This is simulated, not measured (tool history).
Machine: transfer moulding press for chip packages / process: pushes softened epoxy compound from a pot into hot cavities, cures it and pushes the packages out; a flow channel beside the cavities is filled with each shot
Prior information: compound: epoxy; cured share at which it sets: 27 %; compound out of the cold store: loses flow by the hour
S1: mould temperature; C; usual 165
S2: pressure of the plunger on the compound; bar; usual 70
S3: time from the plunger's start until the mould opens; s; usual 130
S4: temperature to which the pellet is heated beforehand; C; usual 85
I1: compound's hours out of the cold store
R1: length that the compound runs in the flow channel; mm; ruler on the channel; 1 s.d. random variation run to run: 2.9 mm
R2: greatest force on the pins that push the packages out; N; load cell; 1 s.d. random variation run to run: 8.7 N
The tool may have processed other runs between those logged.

| run | hour | S1 | S2 | S3 | S4 | I1 | R1 | R2 |
|---|---|---|---|---|---|---|---|---|
| 1 | 0 | 165 | 70 | 130 | 85 | 36.9 | 618 | 500 |
|  | 30.8 | cavities cleaned with cleaning compound and waxed |
| 2 | 41.7 | 165 | 70 | 130 | 85 | 9 | 674 | 449 |
|  | 86.8 | cavities cleaned with cleaning compound and waxed |
| 3 | 126.9 | 165 | 70 | 130 | 85 | 15.4 | 648 | 574 |
|  | 141.9 | cavities cleaned with cleaning compound and waxed |
|  | 195.1 | cavities cleaned with cleaning compound and waxed |
| 4 | 203.3 | 165 | 70 | 130 | 85 | 16.2 | 639 | 438 |
|  | 248.4 | cavities cleaned with cleaning compound and waxed |
| 5 | 286 | 165 | 70 | 130 | 85 | 43.6 | 582 | 558 |
|  | 301.7 | cavities cleaned with cleaning compound and waxed |
|  | 353.1 | cavities cleaned with cleaning compound and waxed |
|  | 361.7 | plunger's sealing rings changed |
| 6 | 375.6 | 165 | 70 | 130 | 85 | 22.5 | 652 | 510 |
|  | 409.4 | cavities cleaned with cleaning compound and waxed |
| 7 | 430.6 | 162 | 70 | 130 | 85 | 15.4 | 666 | 547 |
|  | 462.9 | cavities cleaned with cleaning compound and waxed |
| 8 | 508.7 | 165 | 70 | 130 | 85 | 43 | 596 | 587 |
|  | 516.5 | cavities cleaned with cleaning compound and waxed |
|  | 570 | cavities cleaned with cleaning compound and waxed |
| 9 | 572.9 | 165 | 70 | 130 | 85 | 45.1 | 591 | 413 |
|  | 620.1 | cavities cleaned with cleaning compound and waxed |
| 10 | 650.2 | 165 | 70 | 165 | 85 | 46.3 | 579 | 522 |
|  | 674.8 | cavities cleaned with cleaning compound and waxed |
|  | 698.3 | mould's thermocouples calibrated |
| 11 | 699.7 | 165 | 70 | 118 | 85 | 16 | 627 | 527 |
|  | 727 | cavities cleaned with cleaning compound and waxed |
|  | 745.2 | plunger's sealing rings changed |
| 12 | 775 | 165 | 70 | 118 | 85 | 40.3 | 610 | 626 |
|  | 782.9 | cavities cleaned with cleaning compound and waxed |
|  | 835.6 | cavities cleaned with cleaning compound and waxed |
| 13 | 835.6 | 165 | 70 | 130 | 79 | 38.2 | 610 | 388 |
|  | 891.1 | cavities cleaned with cleaning compound and waxed |
| 14 | 896.3 | 165 | 70 | 130 | 79 | 17 | 644 | 427 |
|  | 943.2 | cavities cleaned with cleaning compound and waxed |
| 15 | 973.5 | 161 | 70 | 117 | 85 | 14.8 | 656 | 727 |
|  | 995.4 | cavities cleaned with cleaning compound and waxed |
| 16 | 1038.3 | 165 | 70 | 117 | 77 | 15 | 634 | 646 |
|  | 1049.2 | cavities cleaned with cleaning compound and waxed |
| 17 | 1089 | 165 | 53.5 | 130 | 94 | 31.8 | 525 | 580 |
|  | 1100.6 | cavities cleaned with cleaning compound and waxed |
|  | 1127.8 | plunger's sealing rings changed |
|  | 1154.5 | cavities cleaned with cleaning compound and waxed |
| 18 | 1171.8 | 165 | 53.5 | 130 | 94 | 42 | 527 | 476 |
|  | 1207 | cavities cleaned with cleaning compound and waxed |
|  | 1257.8 | cavities cleaned with cleaning compound and waxed |
| 19 | 1257.8 | 163 | 70 | 130 | 79 | 37.4 | 619 | 429 |
|  | 1308.5 | cavities cleaned with cleaning compound and waxed |
| 20 | 1343.8 | 170 | 52.1 | 112 | 77 | 15.6 | 545 | 575 |
|  | 1363.5 | cavities cleaned with cleaning compound and waxed |
|  | 1408.9 | mould's thermocouples calibrated |
|  | 1416.7 | cavities cleaned with cleaning compound and waxed |
| 21 | 1416.7 | 170 | 52.1 | 112 | 77 | 39.1 | 494 | 379 |
|  | 1470 | cavities cleaned with cleaning compound and waxed |
| 22 | 1500.8 | 170 | 57.9 | 112 | 89 | 30.1 | 526 | 525 |
|  | 1516 | plunger's sealing rings changed |
|  | 1525.6 | cavities cleaned with cleaning compound and waxed |
|  | 1576.2 | cavities cleaned with cleaning compound and waxed |
| 23 | 1587.6 | 164 | 57.9 | 136 | 89 | 25.8 | 576 | 430 |
|  | 1630.1 | cavities cleaned with cleaning compound and waxed |
| 24 | 1640.2 | 165 | 69.2 | 120 | 95 | 13.9 | 650 | 469 |

Forecast each of these 4 alternatives for the next run:
|  | 1681.5 | cavities cleaned with cleaning compound and waxed |
| A | 1692.1 | 173 | 70 | 117 | 85 | 45.1 | ? | ? |
|  | 1681.5 | cavities cleaned with cleaning compound and waxed |
| B | 1692.1 | 165 | 67.2 | 125 | 95 | 10.3 | ? | ? |
|  | 1681.5 | cavities cleaned with cleaning compound and waxed |
| C | 1692.1 | 163 | 69.2 | 135 | 85 | 35.2 | ? | ? |
|  | 1681.5 | cavities cleaned with cleaning compound and waxed |
| D | 1692.1 | 160 | 59.2 | 130 | 85 | 17 | ? | ? |

| run | R1 | R2 |
|---|---|---|
| A | 565 | 413 |
| B | 644 | 464 |
| C | 609 | 447 |
| D | 605 | 550 |
Take away the tool's hidden state, keep each run's random variation, and the runs would have read:
| run | R1 | R2 |
|---|---|---|
| A | 580 | 362 |
| B | 660 | 402 |
| C | 624 | 387 |
| D | 620 | 471 |
